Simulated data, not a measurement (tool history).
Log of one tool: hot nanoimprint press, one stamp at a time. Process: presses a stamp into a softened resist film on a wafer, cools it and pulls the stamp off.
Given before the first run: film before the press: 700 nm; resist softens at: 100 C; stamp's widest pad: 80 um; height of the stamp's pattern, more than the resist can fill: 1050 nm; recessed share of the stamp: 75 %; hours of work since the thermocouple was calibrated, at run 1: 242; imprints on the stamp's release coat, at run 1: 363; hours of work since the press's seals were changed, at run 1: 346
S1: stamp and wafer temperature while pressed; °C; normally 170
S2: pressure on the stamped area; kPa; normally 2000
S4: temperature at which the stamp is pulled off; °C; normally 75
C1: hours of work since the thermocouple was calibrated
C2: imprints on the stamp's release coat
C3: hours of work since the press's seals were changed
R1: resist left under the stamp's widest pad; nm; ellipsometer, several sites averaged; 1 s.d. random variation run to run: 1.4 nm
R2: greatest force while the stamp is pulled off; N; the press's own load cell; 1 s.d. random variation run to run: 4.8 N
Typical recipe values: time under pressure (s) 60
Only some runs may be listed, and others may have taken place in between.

run 1 day=0 | S1=170 S2=2000 time_under_pressure_(s)=60 S4=75 | C1=242 C2=363 C3=346 | R1=350.6 R2=255
run 2 day=0.238 | S1=170 S2=1920 time_under_pressure_(s)=60 S4=75 | C1=246 C2=385 C3=350 | R1=355.8 R2=260
run 3 day=0.725 | S1=170 S2=1920 time_under_pressure_(s)=60 S4=75 | C1=255 C2=428 C3=359 | R1=355.7 R2=264
run 4 day=1.2 | S1=170 S2=1920 time_under_pressure_(s)=60 S4=75 | C1=263 C2=471 C3=367 | R1=355.4 R2=261
run 5 day=1.558 | S1=170 S2=1920 time_under_pressure_(s)=60 S4=75 | C1=269 C2=503 C3=373 | R1=353.5 R2=269
run 6 day=1.975 | S1=170 S2=2000 time_under_pressure_(s)=60 S4=75 | C1=276 C2=540 C3=380 | R1=349.7 R2=272
run 7 day=2.258 | S1=170 S2=2000 time_under_pressure_(s)=60 S4=75 | C1=281 C2=566 C3=385 | R1=349 R2=280
run 8 day=2.717 | S1=170 S2=3200 time_under_pressure_(s)=54 S4=75 | C1=289 C2=607 C3=393 | R1=301.6 R2=274

Run 9 is up next; what results do you expect?
run 9 day=3.029 | S1=170 S2=3200 time_under_pressure_(s)=86 S4=69 | C1=294 C2=635 C3=398 | R1=? R2=?

Run 9 produced R1 248.4 nm, R2 319 N.
Without the tool's hidden state the same run would have given R1 252.9 nm, R2 268 N.
